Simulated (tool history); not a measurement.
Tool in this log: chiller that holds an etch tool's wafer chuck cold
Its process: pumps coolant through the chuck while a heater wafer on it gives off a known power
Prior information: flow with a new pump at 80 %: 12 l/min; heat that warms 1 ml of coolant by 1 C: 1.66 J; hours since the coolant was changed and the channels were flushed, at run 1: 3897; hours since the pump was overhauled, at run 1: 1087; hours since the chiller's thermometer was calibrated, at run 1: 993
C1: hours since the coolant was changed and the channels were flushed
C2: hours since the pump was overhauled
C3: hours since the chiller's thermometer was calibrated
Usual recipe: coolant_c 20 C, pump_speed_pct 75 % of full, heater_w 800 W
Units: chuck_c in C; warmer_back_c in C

{"run": 1, "hour": 0.0, "coolant_c": 20, "pump_speed_pct": 75, "heater_w": 800, "C1": 3897, "C2": 1087, "C3": 993, "chuck_c": 28.6, "warmer_back_c": 2.58}
{"run": 2, "hour": 46.6, "coolant_c": 20, "pump_speed_pct": 75, "heater_w": 800, "C1": 3944, "C2": 1134, "C3": 1040, "chuck_c": 28.6, "warmer_back_c": 2.56}
{"run": 3, "hour": 98.2, "coolant_c": 20, "pump_speed_pct": 75, "heater_w": 800, "C1": 3995, "C2": 1185, "C3": 1091, "chuck_c": 28.6, "warmer_back_c": 2.52}
{"run": 4, "hour": 134.0, "coolant_c": 20, "pump_speed_pct": 75, "heater_w": 800, "C1": 4031, "C2": 1221, "C3": 1127, "chuck_c": 28.5, "warmer_back_c": 2.53}
{"run": 5, "hour": 161.3, "coolant_c": 20, "pump_speed_pct": 75, "heater_w": 800, "C1": 4058, "C2": 1248, "C3": 1154, "chuck_c": 28.5, "warmer_back_c": 2.5}
{"run": 6, "hour": 190.6, "coolant_c": 20, "pump_speed_pct": 75, "heater_w": 800, "C1": 4088, "C2": 1278, "C3": 1184, "chuck_c": 28.6, "warmer_back_c": 2.48}
{"run": 7, "hour": 212.7, "coolant_c": 20, "pump_speed_pct": 75, "heater_w": 800, "C1": 4110, "C2": 1300, "C3": 1206, "chuck_c": 28.7, "warmer_back_c": 2.49}
{"run": 8, "hour": 245.2, "coolant_c": 20, "pump_speed_pct": 75, "heater_w": 1043, "C1": 4142, "C2": 1332, "C3": 1238, "chuck_c": 31.1, "warmer_back_c": 3.28}
{"run": 9, "hour": 276.7, "coolant_c": 20, "pump_speed_pct": 75, "heater_w": 1043, "C1": 4174, "C2": 1364, "C3": 1270, "chuck_c": 31.0, "warmer_back_c": 3.22}
{"run": 10, "hour": 316.1, "coolant_c": 20, "pump_speed_pct": 75, "heater_w": 842, "C1": 4213, "C2": 1403, "C3": 1309, "chuck_c": 28.9, "warmer_back_c": 2.61}
{"run": 11, "hour": 341.5, "coolant_c": 20, "pump_speed_pct": 75, "heater_w": 842, "C1": 4238, "C2": 1429, "C3": 1335, "chuck_c": 28.9, "warmer_back_c": 2.56}
{"run": 12, "hour": 386.3, "coolant_c": 20, "pump_speed_pct": 75, "heater_w": 842, "C1": 4283, "C2": 1474, "C3": 1379, "chuck_c": 28.7, "warmer_back_c": 2.53}
{"run": 13, "hour": 415.9, "coolant_c": 20, "pump_speed_pct": 75, "heater_w": 842, "C1": 4313, "C2": 1503, "C3": 1409, "chuck_c": 28.9, "warmer_back_c": 2.46}
{"run": 14, "hour": 440.4, "coolant_c": 20, "pump_speed_pct": 75, "heater_w": 842, "C1": 4337, "C2": 1528, "C3": 1433, "chuck_c": 29.0, "warmer_back_c": 2.48}
{"run": 15, "hour": 484.5, "coolant_c": 20, "pump_speed_pct": 75, "heater_w": 842, "C1": 4381, "C2": 1572, "C3": 1478, "chuck_c": 29.0, "warmer_back_c": 2.41}
{"run": 16, "hour": 536.4, "coolant_c": 20, "pump_speed_pct": 75, "heater_w": 842, "C1": 4433, "C2": 1624, "C3": 1529, "chuck_c": 29.1, "warmer_back_c": 2.41}

Forecast run 17:
{"run": 17, "hour": 585.9, "coolant_c": 20, "pump_speed_pct": 75, "heater_w": 842, "C1": 4483, "C2": 1673, "C3": 1579, "chuck_c": "?", "warmer_back_c": "?"}

{"run 17": {"chuck_c": 28.9, "warmer_back_c": 2.4}}
Had the tool carried no hidden state, the very same run would have given chuck_c 28.9 C, warmer_back_c 2.75 C.

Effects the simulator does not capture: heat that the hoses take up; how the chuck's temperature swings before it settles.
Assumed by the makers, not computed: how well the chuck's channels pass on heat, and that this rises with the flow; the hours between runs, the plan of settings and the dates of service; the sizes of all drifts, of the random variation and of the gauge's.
